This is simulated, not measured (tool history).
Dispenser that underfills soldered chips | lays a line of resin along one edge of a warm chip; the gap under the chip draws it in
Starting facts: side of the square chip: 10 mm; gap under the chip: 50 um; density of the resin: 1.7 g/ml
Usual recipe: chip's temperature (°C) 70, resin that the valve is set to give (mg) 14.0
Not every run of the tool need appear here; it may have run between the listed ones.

run	day	chip's temperature (°C)	resin that the valve is set to give (mg)	time until the resin shows at the far edge (s)	resin that the valve gave (mg)
1	0.000	70	14.0	94.3	13.55
2	0.138	70	14.0	101.9	13.58
# day 0.188: new syringe of resin
3	0.292	70	14.0	83.5	13.51
# day 0.408: dispensing valve cleaned and set on the balance
4	0.550	70	14.0	94.5	13.97
# day 0.704: new syringe of resin
5	0.721	70	17.3	78.1	17.28
6	0.933	70	17.3	91.5	17.29
7	1.046	70	17.3	97.7	17.22
# day 1.158: new syringe of resin
8	1.171	70	12.6	79.6	12.60
9	1.408	70	12.6	92.8	12.53
# day 1.617: new syringe of resin
10	1.629	70	12.6	79.6	12.52
11	1.888	70	12.6	95.8	12.44
# day 2.079: new syringe of resin
12	2.162	70	12.6	84.6	12.43
13	2.350	71	14.0	90.5	13.87
14	2.521	71	14.0	102.0	13.81
# day 2.546: new syringe of resin
15	2.775	70	14.3	94.2	13.97
# day 3.008: new syringe of resin
16	3.012	85	14.0	38.3	13.70
17	3.167	70	14.0	86.0	13.71
18	3.308	58	12.1	179.1	11.91
# day 3.475: new syringe of resin
19	3.488	60	12.2	133.1	11.88
20	3.675	78	13.1	62.5	12.81
21	3.858	70	15.8	103.0	15.35
# day 3.933: new syringe of resin
22	4.046	70	15.8	82.3	15.44
23	4.283	70	15.8	98.0	15.33
# day 4.396: new syringe of resin
24	4.446	70	15.8	80.7	15.41
25	4.679	70	15.8	94.7	15.31
# day 4.842: dispensing valve cleaned and set on the balance
# day 4.892: new syringe of resin
26	4.929	70	12.9	81.6	12.91
27	5.075	77	15.2	64.4	15.20
28	5.246	62	15.7	149.7	15.68
# day 5.362: new syringe of resin
29	5.396	59	15.2	134.0	15.08
30	5.612	57	14.4	175.0	14.26
31	5.721	57	14.4	192.7	14.22

Predict the results of run 32:
# day 5.817: new syringe of resin
32	5.912	57	14.4	?	?

{"run 32": {"time until the resin shows at the far edge (s)": 159.9, "resin that the valve gave (mg)": 14.2}}
If the tool had no hidden condition, the same run with the same run-to-run variation would have returned time until the resin shows at the far edge (s) 143.2, resin that the valve gave (mg) 14.34.

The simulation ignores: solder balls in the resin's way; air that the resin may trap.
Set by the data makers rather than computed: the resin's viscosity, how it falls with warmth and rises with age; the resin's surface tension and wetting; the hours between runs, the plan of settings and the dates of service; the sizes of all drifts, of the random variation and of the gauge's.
